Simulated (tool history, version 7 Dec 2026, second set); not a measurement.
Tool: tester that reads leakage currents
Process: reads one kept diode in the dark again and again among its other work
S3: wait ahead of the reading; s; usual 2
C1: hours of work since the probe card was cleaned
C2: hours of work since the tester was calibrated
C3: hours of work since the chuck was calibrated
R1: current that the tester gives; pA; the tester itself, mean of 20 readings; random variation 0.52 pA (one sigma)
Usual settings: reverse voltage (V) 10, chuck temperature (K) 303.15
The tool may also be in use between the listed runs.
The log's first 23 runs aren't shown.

{"run": 24, "hour": 500.7, "reverse voltage (V)": 6.3, "chuck temperature (K)": 303.15, "S3": 3.9, "C1": 1172, "C2": 2105, "C3": 590, "R1": 156.5}
{"run": 25, "hour": 515.2, "reverse voltage (V)": 6.3, "chuck temperature (K)": 303.15, "S3": 2.24, "C1": 1183, "C2": 2116, "C3": 601, "R1": 156.86}
{"run": 26, "hour": 546.7, "reverse voltage (V)": 6.3, "chuck temperature (K)": 305.15, "S3": 4.55, "C1": 1207, "C2": 2141, "C3": 625, "R1": 184.61}
{"run": 27, "hour": 569.4, "reverse voltage (V)": 4, "chuck temperature (K)": 327.15, "S3": 0.82, "C1": 1225, "C2": 2158, "C3": 643, "R1": 761.35}
{"run": 28, "hour": 600.0, "reverse voltage (V)": 10, "chuck temperature (K)": 303.15, "S3": 4.34, "C1": 1249, "C2": 2182, "C3": 666, "R1": 192.55}
{"run": 29, "hour": 621.9, "reverse voltage (V)": 10, "chuck temperature (K)": 303.15, "S3": 3.98, "C1": 1266, "C2": 2199, "C3": 683, "R1": 193.98}
{"run": 30, "hour": 644.1, "reverse voltage (V)": 10, "chuck temperature (K)": 303.15, "S3": 3.98, "C1": 1283, "C2": 2216, "C3": 700, "R1": 194.72}
{"run": 31, "hour": 658.0, "reverse voltage (V)": 1.1, "chuck temperature (K)": 333.15, "S3": 2, "C1": 1293, "C2": 2227, "C3": 711, "R1": 679.19}
{"run": 32, "hour": 678.6, "reverse voltage (V)": 1.4, "chuck temperature (K)": 324.15, "S3": 9.56, "C1": 1309, "C2": 2243, "C3": 727, "R1": 408.59}
{"run": 33, "hour": 697.1, "reverse voltage (V)": 2.4, "chuck temperature (K)": 313.15, "S3": 1.69, "C1": 1324, "C2": 2257, "C3": 742, "R1": 229.26}
{"run": 34, "hour": 720.4, "reverse voltage (V)": 10, "chuck temperature (K)": 322.15, "S3": 2.45, "C1": 1342, "C2": 2275, "C3": 759, "R1": 792.37}
{"run": 35, "hour": 749.5, "reverse voltage (V)": 8.7, "chuck temperature (K)": 326.15, "S3": 2, "C1": 1364, "C2": 2298, "C3": 782, "R1": 988.59}
{"run": 36, "hour": 763.9, "reverse voltage (V)": 19.3, "chuck temperature (K)": 305.15, "S3": 1.93, "C1": 1375, "C2": 2309, "C3": 793, "R1": 304.57}
{"hour": 786.7, "done": "tester calibrated"}
{"run": 37, "hour": 787.4, "reverse voltage (V)": 19.3, "chuck temperature (K)": 305.15, "S3": 1.93, "C1": 1392, "C2": 1, "C3": 810, "R1": 310.87}
{"run": 38, "hour": 813.0, "reverse voltage (V)": 19.3, "chuck temperature (K)": 297.15, "S3": 8.55, "C1": 1412, "C2": 20, "C3": 830, "R1": 169.71}
{"run": 39, "hour": 841.7, "reverse voltage (V)": 14.2, "chuck temperature (K)": 302.15, "S3": 2.41, "C1": 1434, "C2": 43, "C3": 852, "R1": 217.19}

3 ways to go on from here, each from the tool as it stands after run 39. What would each give?
{"run": "A", "hour": 869.1, "reverse voltage (V)": 5.8, "chuck temperature (K)": 303.15, "S3": 3.4, "C1": 1455, "C2": 64, "C3": 873, "R1": "?"}
{"run": "B", "hour": 869.1, "reverse voltage (V)": 1.6, "chuck temperature (K)": 303.15, "S3": 2.35, "C1": 1455, "C2": 64, "C3": 873, "R1": "?"}
{"run": "C", "hour": 869.1, "reverse voltage (V)": 8.5, "chuck temperature (K)": 303.15, "S3": 2, "C1": 1455, "C2": 64, "C3": 873, "R1": "?"}

run=A R1=159.46
run=B R1=94.01
run=C R1=188.33
Without the tool's hidden state the same runs would have given:
run=A R1=139.07
run=B R1=83.32
run=C R1=163.05
